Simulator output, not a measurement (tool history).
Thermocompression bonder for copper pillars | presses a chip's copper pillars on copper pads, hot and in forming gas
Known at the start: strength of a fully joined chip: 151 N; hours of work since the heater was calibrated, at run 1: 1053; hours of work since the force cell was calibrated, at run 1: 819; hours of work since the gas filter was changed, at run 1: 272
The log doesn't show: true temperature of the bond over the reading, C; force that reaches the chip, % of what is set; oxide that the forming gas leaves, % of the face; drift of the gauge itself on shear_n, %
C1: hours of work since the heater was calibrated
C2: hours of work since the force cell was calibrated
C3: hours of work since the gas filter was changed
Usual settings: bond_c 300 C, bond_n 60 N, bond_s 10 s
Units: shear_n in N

run 1 hour=0.0 | bond_c=300 bond_n=60 bond_s=10 | C1=1053 C2=819 C3=272 | shear_n=63.4
run 2 hour=41.6 | bond_c=300 bond_n=63 bond_s=10 | C1=1085 C2=851 C3=304 | shear_n=65.1
run 3 hour=82.8 | bond_c=300 bond_n=63 bond_s=10 | C1=1117 C2=883 C3=335 | shear_n=65.3
-- hour=100.0 heater calibrated with a thermocouple chip
-- hour=105.6 forming gas filter changed
run 4 hour=105.9 | bond_c=300 bond_n=63 bond_s=10 | C1=4 C2=899 C3=0 | shear_n=65.3
run 5 hour=150.8 | bond_c=300 bond_n=63 bond_s=10 | C1=39 C2=934 C3=35 | shear_n=65.4
run 6 hour=192.8 | bond_c=300 bond_n=60 bond_s=10 | C1=71 C2=966 C3=67 | shear_n=63.2
run 7 hour=215.4 | bond_c=300 bond_n=60 bond_s=10 | C1=89 C2=983 C3=85 | shear_n=62.7
run 8 hour=259.8 | bond_c=300 bond_n=60 bond_s=10 | C1=123 C2=1018 C3=119 | shear_n=63.2
run 9 hour=289.7 | bond_c=300 bond_n=60 bond_s=10 | C1=146 C2=1041 C3=142 | shear_n=62.4
run 10 hour=314.2 | bond_c=300 bond_n=40 bond_s=10 | C1=165 C2=1060 C3=161 | shear_n=47.6
run 11 hour=353.1 | bond_c=300 bond_n=49 bond_s=10 | C1=195 C2=1090 C3=191 | shear_n=54.6
run 12 hour=394.1 | bond_c=300 bond_n=74 bond_s=10 | C1=226 C2=1121 C3=222 | shear_n=71.7
run 13 hour=438.0 | bond_c=300 bond_n=74 bond_s=10 | C1=260 C2=1155 C3=256 | shear_n=72.0
run 14 hour=477.4 | bond_c=317 bond_n=38 bond_s=15 | C1=291 C2=1185 C3=287 | shear_n=63.6
run 15 hour=500.0 | bond_c=327 bond_n=79 bond_s=10 | C1=308 C2=1203 C3=304 | shear_n=93.3

The next listed run, before its measurement:
run 16 hour=540.6 | bond_c=327 bond_n=79 bond_s=10 | C1=339 C2=1234 C3=335 | shear_n=?

Run 16 gave shear_n 93.1 N.
Without the tool's hidden state the same run would have given shear_n 94.4 N.
